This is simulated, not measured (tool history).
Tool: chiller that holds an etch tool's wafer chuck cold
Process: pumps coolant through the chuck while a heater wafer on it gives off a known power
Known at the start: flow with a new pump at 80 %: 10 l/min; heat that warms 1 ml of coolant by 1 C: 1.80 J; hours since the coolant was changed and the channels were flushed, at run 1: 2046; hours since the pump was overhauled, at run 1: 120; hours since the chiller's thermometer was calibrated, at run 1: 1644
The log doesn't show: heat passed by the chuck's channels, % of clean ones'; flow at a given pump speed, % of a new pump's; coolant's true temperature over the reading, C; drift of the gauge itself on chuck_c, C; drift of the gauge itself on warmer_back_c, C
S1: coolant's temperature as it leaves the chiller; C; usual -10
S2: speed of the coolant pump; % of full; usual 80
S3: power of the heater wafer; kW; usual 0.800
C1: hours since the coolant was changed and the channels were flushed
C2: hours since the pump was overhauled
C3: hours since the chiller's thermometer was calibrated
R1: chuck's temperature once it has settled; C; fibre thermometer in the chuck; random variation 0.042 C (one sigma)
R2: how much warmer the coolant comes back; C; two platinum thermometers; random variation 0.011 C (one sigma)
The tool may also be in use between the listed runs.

{"run": 1, "hour": 0.0, "S1": -10, "S2": 80, "S3": 0.8, "C1": 2046, "C2": 120, "C3": 1644, "R1": -1.15, "R2": 2.67}
{"run": 2, "hour": 22.4, "S1": -10, "S2": 80, "S3": 0.8, "C1": 2068, "C2": 142, "C3": 1667, "R1": -1.19, "R2": 2.68}
{"run": 3, "hour": 47.8, "S1": -10, "S2": 76, "S3": 0.8, "C1": 2094, "C2": 168, "C3": 1692, "R1": -0.81, "R2": 2.84}
{"run": 4, "hour": 69.0, "S1": -10, "S2": 76, "S3": 0.8, "C1": 2115, "C2": 189, "C3": 1713, "R1": -0.79, "R2": 2.83}
{"run": 5, "hour": 99.3, "S1": -10, "S2": 76, "S3": 0.8, "C1": 2145, "C2": 219, "C3": 1744, "R1": -0.7, "R2": 2.84}
{"run": 6, "hour": 134.1, "S1": -10, "S2": 76, "S3": 0.8, "C1": 2180, "C2": 254, "C3": 1778, "R1": -0.78, "R2": 2.86}
{"run": 7, "hour": 183.2, "S1": -10, "S2": 76, "S3": 0.8, "C1": 2229, "C2": 303, "C3": 1827, "R1": -0.78, "R2": 2.85}
{"run": 8, "hour": 233.3, "S1": -10, "S2": 90, "S3": 0.8, "C1": 2279, "C2": 353, "C3": 1877, "R1": -1.83, "R2": 2.36}
{"run": 9, "hour": 262.6, "S1": -10, "S2": 90, "S3": 0.782, "C1": 2308, "C2": 382, "C3": 1907, "R1": -2.07, "R2": 2.33}
{"run": 10, "hour": 306.3, "S1": -11, "S2": 90, "S3": 0.782, "C1": 2352, "C2": 426, "C3": 1950, "R1": -3.02, "R2": 2.33}
{"run": 11, "hour": 353.3, "S1": -11, "S2": 90, "S3": 0.782, "C1": 2399, "C2": 473, "C3": 1998, "R1": -3.03, "R2": 2.3}
{"hour": 356.8, "done": "chiller's thermometer calibrated"}
{"run": 12, "hour": 379.6, "S1": -11, "S2": 90, "S3": 0.782, "C1": 2424, "C2": 498, "C3": 23, "R1": -2.96, "R2": 2.29}
{"run": 13, "hour": 429.8, "S1": -1, "S2": 60, "S3": 0.457, "C1": 2475, "C2": 549, "C3": 73, "R1": 5.48, "R2": 2.13}
{"run": 14, "hour": 473.7, "S1": -3, "S2": 79, "S3": 0.697, "C1": 2518, "C2": 592, "C3": 117, "R1": 4.95, "R2": 2.37}
{"hour": 498.5, "done": "chiller's thermometer calibrated, once more"}
{"run": 15, "hour": 501.5, "S1": -9, "S2": 86, "S3": 0.871, "C1": 2545, "C2": 619, "C3": 3, "R1": 0.08, "R2": 2.7}
{"run": 16, "hour": 544.4, "S1": -18, "S2": 70, "S3": 1.093, "C1": 2588, "C2": 662, "C3": 46, "R1": -4.54, "R2": 4.29}
{"run": 17, "hour": 582.1, "S1": -19, "S2": 87, "S3": 0.8, "C1": 2626, "C2": 700, "C3": 84, "R1": -10.67, "R2": 2.47}
{"run": 18, "hour": 631.6, "S1": -10, "S2": 77, "S3": 0.515, "C1": 2675, "C2": 749, "C3": 133, "R1": -4.08, "R2": 1.8}
{"run": 19, "hour": 652.4, "S1": -10, "S2": 77, "S3": 0.515, "C1": 2696, "C2": 770, "C3": 154, "R1": -4.13, "R2": 1.84}
{"run": 20, "hour": 692.5, "S1": -17, "S2": 71, "S3": 1.118, "C1": 2736, "C2": 810, "C3": 194, "R1": -3.34, "R2": 4.3}
{"run": 21, "hour": 727.2, "S1": -9, "S2": 80, "S3": 0.8, "C1": 2771, "C2": 845, "C3": 229, "R1": -0.06, "R2": 2.72}
{"run": 22, "hour": 758.5, "S1": -9, "S2": 80, "S3": 0.8, "C1": 2802, "C2": 876, "C3": 260, "R1": -0.08, "R2": 2.69}

The next listed run, before its measurement:
{"run": 23, "hour": 803.7, "S1": -9, "S2": 80, "S3": 0.8, "C1": 2847, "C2": 921, "C3": 305, "R1": "?", "R2": "?"}

Run 23 gave R1 -0.07 C, R2 2.70 C.
Without the tool's hidden state the same run would have given R1 -0.56 C, R2 2.65 C.

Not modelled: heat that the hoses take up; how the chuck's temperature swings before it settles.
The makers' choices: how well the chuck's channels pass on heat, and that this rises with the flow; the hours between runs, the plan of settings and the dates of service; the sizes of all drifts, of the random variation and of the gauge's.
